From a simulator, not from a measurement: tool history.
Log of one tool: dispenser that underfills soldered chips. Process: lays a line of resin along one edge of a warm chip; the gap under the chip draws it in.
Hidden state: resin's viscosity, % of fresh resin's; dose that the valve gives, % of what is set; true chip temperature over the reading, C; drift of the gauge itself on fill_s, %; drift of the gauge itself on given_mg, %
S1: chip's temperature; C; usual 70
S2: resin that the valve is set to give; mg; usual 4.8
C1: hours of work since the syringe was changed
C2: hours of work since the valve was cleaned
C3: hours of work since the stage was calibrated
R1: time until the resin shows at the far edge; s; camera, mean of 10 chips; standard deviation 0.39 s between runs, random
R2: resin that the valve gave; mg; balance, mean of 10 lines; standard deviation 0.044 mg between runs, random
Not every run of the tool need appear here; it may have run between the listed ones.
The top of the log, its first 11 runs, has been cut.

run	hour	S1	S2	C1	C2	C3	R1	R2
12	35.3	68	4.8	4	67	105	33.5	4.62
13	40	65	4.8	7	71	108	43.3	4.55
14	42.5	63	4.8	9	73	110	50.5	4.53
# hour 45.4: dispensing valve cleaned and set on the balance
15	47.2	63	4.8	11	1	113	56	4.75
# hour 47.9: new syringe of resin
16	52.2	63	5.13	3	5	116	42.6	4.98
17	55.8	63	5.13	6	7	119	46.2	5.14
18	60.1	55	5.13	9	10	122	81.1	5.09
19	63.3	82	4.41	11	13	124	20.3	4.31
# hour 64.4: new syringe of resin
20	66.5	84	5.09	2	15	126	13.4	4.94
21	69.5	84	5.09	4	17	128	14.6	5
22	73.4	59	5.14	6	20	131	59	4.99
23	76.4	59	5.14	9	22	133	64.5	4.96
# hour 80.9: new syringe of resin
24	80.9	75	4.73	0	25	136	19.7	4.58
25	83.7	85	4.15	2	27	138	13.1	3.94
26	86.7	85	4.15	4	29	141	14.4	3.99
27	89.7	55	5.5	6	31	143	73.2	5.37

What will run 28 give?
28	92.2	55	5.5	8	33	145	?	?

Run 28 gave R1 79.2 s, R2 5.35 mg.
Minus the tool's unlogged condition, the same run would have read R1 58.8 s, R2 5.52 mg.

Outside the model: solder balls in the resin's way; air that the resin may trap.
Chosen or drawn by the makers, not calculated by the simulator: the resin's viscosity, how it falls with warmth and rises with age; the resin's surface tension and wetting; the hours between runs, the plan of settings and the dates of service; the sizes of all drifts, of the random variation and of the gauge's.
